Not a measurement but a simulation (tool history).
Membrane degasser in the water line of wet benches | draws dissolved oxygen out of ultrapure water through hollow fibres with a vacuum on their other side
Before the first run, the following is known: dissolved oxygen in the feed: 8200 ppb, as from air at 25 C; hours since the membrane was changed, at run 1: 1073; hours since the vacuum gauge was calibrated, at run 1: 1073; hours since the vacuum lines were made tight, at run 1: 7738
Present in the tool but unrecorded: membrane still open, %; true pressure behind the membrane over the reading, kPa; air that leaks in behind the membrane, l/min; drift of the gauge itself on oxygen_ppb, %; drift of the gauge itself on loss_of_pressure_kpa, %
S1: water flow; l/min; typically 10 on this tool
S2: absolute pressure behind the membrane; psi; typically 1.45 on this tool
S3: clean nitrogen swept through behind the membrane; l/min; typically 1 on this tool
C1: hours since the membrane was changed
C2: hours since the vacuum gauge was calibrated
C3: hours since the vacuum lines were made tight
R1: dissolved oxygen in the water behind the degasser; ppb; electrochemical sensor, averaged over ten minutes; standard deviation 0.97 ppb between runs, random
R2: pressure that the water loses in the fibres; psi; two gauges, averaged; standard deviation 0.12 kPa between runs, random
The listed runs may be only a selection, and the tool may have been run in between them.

run,hour,S1,S2,S3,C1,C2,C3,R1,R2
1,0,10,1.45,1,1073,1073,7738,201.5,6.264
2,139.6,10,1.45,1,1212,1212,7878,201.9,6.284
3,208.4,10,1.45,1,1281,1281,7946,205.8,6.296
# hour 268.3: seals of the vacuum lines changed
4,365.9,10,1.45,1,1437,1437,98,195.9,6.276
5,486.9,10,1.45,0.9,1558,1558,219,214.7,6.289
6,614.4,10,1.48,0.9,1685,1685,346,218.7,6.322
7,695.2,10,1.45,1,1766,1766,427,199.6,6.328
8,824.6,10,1.45,2.45,1895,1895,556,108.8,6.295
9,911.3,10,3.23,2.45,1982,1982,643,226.8,6.295
10,1060.1,10,3.23,2.45,2131,2131,792,228.6,6.308
11,1191.6,10,3.23,2.45,2262,2262,923,226.8,6.306
# hour 1203.1: vacuum gauge calibrated
12,1266.2,10,1.22,1,2336,63,997,163.4,6.3
13,1420.9,10,1.22,0.94,2491,218,1152,171.9,6.305
14,1569.6,10,1.45,2.4,2640,366,1301,111,6.287
15,1696.1,10,1.45,2.4,2766,493,1427,111.1,6.324
16,1808.1,7,0.9,0.8,2878,605,1539,80.4,4.431
17,1914.9,9,0.93,2.27,2985,712,1646,64.4,5.683
18,2046,13,1.58,2,3116,843,1777,196.3,8.235

4 ways to go on from here, each from the tool as it stands after run 18. What would each give?
# hour 2053.1: vacuum gauge calibrated, once more
A,2124.7,10,2.94,1.76,3194,72,1855,?,?
# hour 2053.1: vacuum gauge calibrated, once more
B,2124.7,13,1.03,1.31,3194,72,1855,?,?
# hour 2053.1: vacuum gauge calibrated, once more
C,2124.7,11,1.45,2.89,3194,72,1855,?,?
# hour 2053.1: vacuum gauge calibrated, once more
D,2124.7,13,1.58,1.05,3194,72,1855,?,?

run,R1,R2
A,273.1,6.338
B,168.1,8.212
C,116.9,6.969
D,292.7,8.208
Without the tool's unlogged condition, the same runs would have read:
run,R1,R2
A,269,6.251
B,162.4,8.1
C,112.8,6.875
D,286.8,8.096
